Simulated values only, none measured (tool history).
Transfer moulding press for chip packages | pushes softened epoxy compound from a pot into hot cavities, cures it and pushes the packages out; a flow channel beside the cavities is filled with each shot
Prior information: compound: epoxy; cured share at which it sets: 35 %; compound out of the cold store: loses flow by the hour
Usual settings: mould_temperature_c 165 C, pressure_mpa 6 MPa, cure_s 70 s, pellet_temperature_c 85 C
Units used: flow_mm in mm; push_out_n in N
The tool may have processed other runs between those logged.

run	hour	mould_temperature_c	pressure_mpa	cure_s	pellet_temperature_c	incoming compound's hours out of the cold store	flow_mm	push_out_n
1	0	165	6	70	85	32.6	578	727
# hour 11.8: cavities cleaned with cleaning compound and waxed
2	35.5	165	6	70	85	20.5	605	615
# hour 69.1: cavities cleaned with cleaning compound and waxed
3	73.3	165	6	70	85	37.1	559	439
4	116.2	165	6	70	85	21.8	584	729
# hour 125.1: cavities cleaned with cleaning compound and waxed
5	150.1	165	6	70	85	27.7	563	618
# hour 182.4: cavities cleaned with cleaning compound and waxed
6	186.9	165	6	70	85	32.1	545	428
# hour 197.2: plunger's sealing rings changed
7	221.5	165	6	70	85	23.1	629	677
# hour 241.1: cavities cleaned with cleaning compound and waxed
8	264.2	165	6	70	85	37.8	591	629
# hour 296.5: cavities cleaned with cleaning compound and waxed
9	309.3	165	6	70	85	14.7	634	511
10	339.8	165	6	70	85	24.6	613	701
# hour 354.2: cavities cleaned with cleaning compound and waxed
11	364.6	165	6	70	85	34.3	583	489
12	386.1	165	6	70	85	41.4	561	659
# hour 410.2: mould's thermocouples calibrated
# hour 411.7: cavities cleaned with cleaning compound and waxed
13	419.6	165	6	70	94	39.4	558	450
14	453.3	165	5.18	63	81	37.8	512	808
# hour 467.9: cavities cleaned with cleaning compound and waxed
15	492.7	165	7.12	63	81	23.3	636	704
# hour 498.5: mould's thermocouples calibrated, once more
16	522.9	165	6	71	85	28	565	766
# hour 528.4: cavities cleaned with cleaning compound and waxed
17	554.3	171	6	51	85	46.5	507	742
# hour 585.1: cavities cleaned with cleaning compound and waxed
# hour 597.5: plunger's sealing rings changed
18	600	171	6.47	51	85	33.1	626	624
19	637.8	171	6.47	51	85	41.7	599	882
# hour 646.2: cavities cleaned with cleaning compound and waxed
20	675.1	171	6.47	51	85	34.9	595	767
# hour 703.9: cavities cleaned with cleaning compound and waxed
21	703.9	171	6.47	51	85	11.7	664	503
22	732.3	165	5.06	61	81	28.8	550	761
# hour 760.1: cavities cleaned with cleaning compound and waxed
23	760.2	165	5.06	61	81	46.3	511	457
24	785.3	161	6.47	78	81	26.4	630	676
25	813.6	161	6.41	85	92	46.4	582	730
# hour 819.1: cavities cleaned with cleaning compound and waxed
26	855.5	165	5.06	52	92	38.8	510	1175

Branching from run 26: 5 alternative next runs. What would each branch give?
# hour 875.2: cavities cleaned with cleaning compound and waxed
A	876	161	5.06	89	89	8.7	?	?
# hour 875.2: cavities cleaned with cleaning compound and waxed
B	876	165	5.1	70	79	17.5	?	?
# hour 875.2: cavities cleaned with cleaning compound and waxed
C	876	165	6.4	85	83	25.2	?	?
# hour 875.2: cavities cleaned with cleaning compound and waxed
D	876	159	6.22	52	93	41.3	?	?
# hour 875.2: cavities cleaned with cleaning compound and waxed
E	876	165	5.79	93	78	23.4	?	?

run	flow_mm	push_out_n
A	578	371
B	551	392
C	608	341
D	581	980
E	584	328
What these runs would have given with no unlogged condition in the tool:
run	flow_mm	push_out_n
A	629	363
B	600	387
C	662	332
D	632	981
E	636	318
